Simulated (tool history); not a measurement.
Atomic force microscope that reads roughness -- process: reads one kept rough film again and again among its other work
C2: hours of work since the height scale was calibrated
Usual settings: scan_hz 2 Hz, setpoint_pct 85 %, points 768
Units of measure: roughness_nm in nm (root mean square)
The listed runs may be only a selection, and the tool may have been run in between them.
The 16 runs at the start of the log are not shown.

run 17 hour=205.5 | scan_hz=2.88 setpoint_pct=85 points=768 | pictures_with_this_tip=18 C2=579 | roughness_nm=1.487
run 18 hour=213.2 | scan_hz=2.88 setpoint_pct=55 points=768 | pictures_with_this_tip=31 C2=584 | roughness_nm=1.923
run 19 hour=230.3 | scan_hz=2.88 setpoint_pct=55 points=768 | pictures_with_this_tip=60 C2=596 | roughness_nm=1.923
run 20 hour=248.4 | scan_hz=2.88 setpoint_pct=55 points=768 | pictures_with_this_tip=92 C2=609 | roughness_nm=1.917
run 21 hour=260.6 | scan_hz=2 setpoint_pct=81 points=768 | pictures_with_this_tip=113 C2=617 | roughness_nm=1.66
run 22 hour=272.9 | scan_hz=2 setpoint_pct=85 points=768 | pictures_with_this_tip=134 C2=626 | roughness_nm=1.602
run 23 hour=291.6 | scan_hz=2.38 setpoint_pct=85 points=768 | pictures_with_this_tip=166 C2=639 | roughness_nm=1.522
-- hour=293.5 new tip fitted
run 24 hour=299.8 | scan_hz=2.38 setpoint_pct=85 points=768 | pictures_with_this_tip=11 C2=644 | roughness_nm=1.543
run 25 hour=312.3 | scan_hz=2.38 setpoint_pct=85 points=768 | pictures_with_this_tip=33 C2=653 | roughness_nm=1.557
run 26 hour=321.9 | scan_hz=2 setpoint_pct=82 points=768 | pictures_with_this_tip=49 C2=660 | roughness_nm=1.664
run 27 hour=339.5 | scan_hz=1.07 setpoint_pct=60 points=768 | pictures_with_this_tip=80 C2=672 | roughness_nm=1.981
run 28 hour=349.8 | scan_hz=1.07 setpoint_pct=58 points=709 | pictures_with_this_tip=97 C2=679 | roughness_nm=1.979
run 29 hour=368.5 | scan_hz=1.07 setpoint_pct=58 points=709 | pictures_with_this_tip=130 C2=693 | roughness_nm=1.961
run 30 hour=378.2 | scan_hz=3.83 setpoint_pct=74 points=573 | pictures_with_this_tip=146 C2=699 | roughness_nm=1.547
run 31 hour=386 | scan_hz=3.83 setpoint_pct=74 points=573 | pictures_with_this_tip=160 C2=705 | roughness_nm=1.556
-- hour=391.3 new tip fitted
run 32 hour=402.3 | scan_hz=2 setpoint_pct=83 points=495 | pictures_with_this_tip=19 C2=716 | roughness_nm=1.669
run 33 hour=417.8 | scan_hz=2 setpoint_pct=83 points=495 | pictures_with_this_tip=45 C2=727 | roughness_nm=1.653
run 34 hour=429 | scan_hz=1.69 setpoint_pct=69 points=768 | pictures_with_this_tip=65 C2=735 | roughness_nm=1.85

Expected results for the next run?
run 35 hour=442.8 | scan_hz=2.7 setpoint_pct=76 points=905 | pictures_with_this_tip=88 C2=744 | roughness_nm=?

For run 35 the tool returned roughness_nm 1.663 nm (root mean square).
If the tool had no hidden condition, the same run with the same run-to-run variation would have returned roughness_nm 1.694 nm (root mean square).
